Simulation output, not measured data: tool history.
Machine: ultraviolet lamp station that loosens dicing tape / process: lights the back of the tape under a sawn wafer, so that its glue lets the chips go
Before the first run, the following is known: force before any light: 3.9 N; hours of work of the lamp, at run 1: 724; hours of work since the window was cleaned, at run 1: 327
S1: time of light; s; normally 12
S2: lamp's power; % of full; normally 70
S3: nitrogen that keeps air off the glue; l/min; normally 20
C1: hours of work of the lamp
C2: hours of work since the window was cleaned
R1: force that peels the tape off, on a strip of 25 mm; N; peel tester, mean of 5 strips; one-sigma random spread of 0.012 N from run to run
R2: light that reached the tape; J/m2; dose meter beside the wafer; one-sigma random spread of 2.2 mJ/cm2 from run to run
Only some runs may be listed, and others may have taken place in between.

run 1 hour=0 | S1=12 S2=70 S3=20 | C1=724 C2=327 | R1=0.92 R2=1460
run 2 hour=78 | S1=12 S2=70 S3=20 | C1=785 C2=388 | R1=0.99 R2=1400
-- hour=107.9 window cleaned of glue's vapour
run 3 hour=128.5 | S1=12 S2=70 S3=20 | C1=823 C2=16 | R1=0.885 R2=1500
run 4 hour=185 | S1=12 S2=70 S3=20 | C1=867 C2=60 | R1=0.93 R2=1510
run 5 hour=260.6 | S1=12 S2=70 S3=32 | C1=926 C2=119 | R1=0.769 R2=1450
-- hour=305.8 lamp changed
run 6 hour=351.7 | S1=12 S2=70 S3=32 | C1=36 C2=189 | R1=0.447 R2=1890
run 7 hour=425.9 | S1=12 S2=70 S3=32 | C1=93 C2=246 | R1=0.491 R2=1810

The next listed run, before its measurement:
run 8 hour=495.9 | S1=8 S2=68 S3=30 | C1=148 C2=300 | R1=? R2=?

R1: 1.053 N
R2: 1120 J/m2
On a tool with no hidden condition, and with the same random variation, this run would have come out at R1 0.871 N, R2 1290 J/m2.

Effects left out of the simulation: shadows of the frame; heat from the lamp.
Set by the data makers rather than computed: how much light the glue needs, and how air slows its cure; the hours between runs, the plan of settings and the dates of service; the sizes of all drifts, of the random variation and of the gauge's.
